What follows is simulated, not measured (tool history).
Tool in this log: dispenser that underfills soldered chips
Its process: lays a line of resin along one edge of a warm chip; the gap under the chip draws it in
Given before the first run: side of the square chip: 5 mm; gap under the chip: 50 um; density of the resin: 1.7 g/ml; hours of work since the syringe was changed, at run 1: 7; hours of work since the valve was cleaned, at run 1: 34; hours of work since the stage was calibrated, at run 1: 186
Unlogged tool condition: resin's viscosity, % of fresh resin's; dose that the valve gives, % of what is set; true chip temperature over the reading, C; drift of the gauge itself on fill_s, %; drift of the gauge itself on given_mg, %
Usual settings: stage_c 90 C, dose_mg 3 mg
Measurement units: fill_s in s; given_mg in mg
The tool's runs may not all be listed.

run	hour	stage_c	dose_mg	hours of work since the syringe was changed	hours of work since the valve was cleaned	hours of work since the stage was calibrated	fill_s	given_mg
1	0	90	3	7	34	186	29.3	2.98
# hour 2.8: new syringe of resin
2	3.3	90	3	0	36	188	16.7	2.94
3	6.5	93	3	3	38	191	18.5	2.94
4	11	93	3	6	41	194	23.7	2.92
5	13.8	93	3	8	43	196	27.3	2.91
# hour 15.3: new syringe of resin
6	18.9	99	3	3	47	199	15.8	2.92
7	24.1	75	3	6	51	203	39.5	2.93
8	26.7	75	3	8	52	205	45.9	2.9
# hour 27.7: new syringe of resin
9	32.3	90	2.68	3	56	209	22.6	2.59
10	36.9	90	2.68	7	60	212	28.5	2.62
11	39.5	90	2.68	9	61	214	31.9	2.55
# hour 40.3: new syringe of resin
12	45.4	98	3.87	4	66	218	17	3.73
13	49.6	82	2.54	7	69	221	36.6	2.45
# hour 52.8: new syringe of resin
14	53.6	88	2.91	1	71	224	19.3	2.79
15	58.3	95	2.73	4	75	227	20	2.65
16	62	84	3	7	77	230	32.6	2.88
# hour 65.4: new syringe of resin
17	67.7	85	3.85	2	81	234	20.5	3.69
18	74.2	85	2.85	6	86	239	31.1	2.71

Describe how what the log doesn't record of the tool's condition differs between the last listed run preceding each entry between runs and the first listed run following it.
Runs 1 to 2: new syringe of resin (hour 2.8)
  resin's viscosity, % of fresh resin's: 167.5 -> 101; dose that the valve gives, % of what is set: 98.16 -> 98.05; true chip temperature over the reading, C: 0.92 -> 0.93
  measured less the result without the state, fill_s: +11.2 -> -0.2 s; given_mg: -0.06 -> -0.05 mg
Runs 5 to 6: new syringe of resin (hour 15.3)
  resin's viscosity, % of fresh resin's: 174.6 -> 119.5; dose that the valve gives, % of what is set: 97.67 -> 97.48; true chip temperature over the reading, C: 0.96 -> 0.98
  measured less the result without the state, fill_s: +11.3 -> +2.4 s; given_mg: -0.07 -> -0.07 mg
Runs 8 to 9: new syringe of resin (hour 27.7)
  resin's viscosity, % of fresh resin's: 178.9 -> 127.5; dose that the valve gives, % of what is set: 97.18 -> 96.99; true chip temperature over the reading, C: 1.01 -> 1.03
  measured less the result without the state, fill_s: +19.8 -> +4.6 s; given_mg: -0.09 -> -0.08 mg
Runs 11 to 12: new syringe of resin (hour 40.3)
  resin's viscosity, % of fresh resin's: 185.2 -> 130.4; dose that the valve gives, % of what is set: 96.73 -> 96.51; true chip temperature over the reading, C: 1.05 -> 1.07
  measured less the result without the state, fill_s: +14.5 -> +3.7 s; given_mg: -0.09 -> -0.14 mg
Runs 13 to 14: new syringe of resin (hour 52.8)
  resin's viscosity, % of fresh resin's: 161.5 -> 105.2; dose that the valve gives, % of what is set: 96.35 -> 96.21; true chip temperature over the reading, C: 1.08 -> 1.1
  measured less the result without the state, fill_s: +13.6 -> +0.6 s; given_mg: -0.09 -> -0.11 mg
Runs 16 to 17: new syringe of resin (hour 65.4)
  resin's viscosity, % of fresh resin's: 162.2 -> 112; dose that the valve gives, % of what is set: 95.91 -> 95.71; true chip temperature over the reading, C: 1.13 -> 1.14
  measured less the result without the state, fill_s: +12 -> +1.7 s; given_mg: -0.12 -> -0.17 mg
